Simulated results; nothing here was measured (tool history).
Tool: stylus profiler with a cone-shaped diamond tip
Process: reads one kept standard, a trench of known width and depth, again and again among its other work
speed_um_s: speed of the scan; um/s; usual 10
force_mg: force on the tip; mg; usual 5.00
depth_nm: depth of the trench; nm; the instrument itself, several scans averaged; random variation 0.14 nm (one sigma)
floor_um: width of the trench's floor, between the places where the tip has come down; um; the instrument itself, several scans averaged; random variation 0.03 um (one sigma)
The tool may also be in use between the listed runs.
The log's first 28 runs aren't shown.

run    hour  speed_um_s  force_mg  scans with this tip  hours of work since the height scale was calibrated  depth_nm  floor_um
 29   793.7           2      6.36                20723                                                  656    507.10     96.89
 30   817.8           3      2.75                20945                                                  673    503.33     96.88
 31   840.4           7     10.30                21151                                                  690    510.19     96.93
 32   878.9           4      2.67                21503                                                  718    503.10     96.87
 33   909.6           7      3.29                21784                                                  740    503.67     96.87
 34   945.3           7      3.29                22111                                                  767    503.81     96.84
 35   977.1           5      5.52                22402                                                  790    505.82     96.78
 36   995.7           3     12.66                22572                                                  803    511.86     96.83
 37  1034.9           3     12.66                22931                                                  832    511.79     96.87

Forecast each of these 3 alternatives for the next run:
  A  1069.3           3      1.99                23246                                                  857         ?         ?
  B  1069.3           5      4.34                23246                                                  857         ?         ?
  C  1069.3          35      5.00                23246                                                  857         ?         ?

run  depth_nm  floor_um
  A    501.70     96.78
  B    504.63     96.83
  C    505.30     96.77
Without the tool's hidden state the same runs would have given:
run  depth_nm  floor_um
  A    503.81     97.30
  B    506.74     97.35
  C    507.42     97.29

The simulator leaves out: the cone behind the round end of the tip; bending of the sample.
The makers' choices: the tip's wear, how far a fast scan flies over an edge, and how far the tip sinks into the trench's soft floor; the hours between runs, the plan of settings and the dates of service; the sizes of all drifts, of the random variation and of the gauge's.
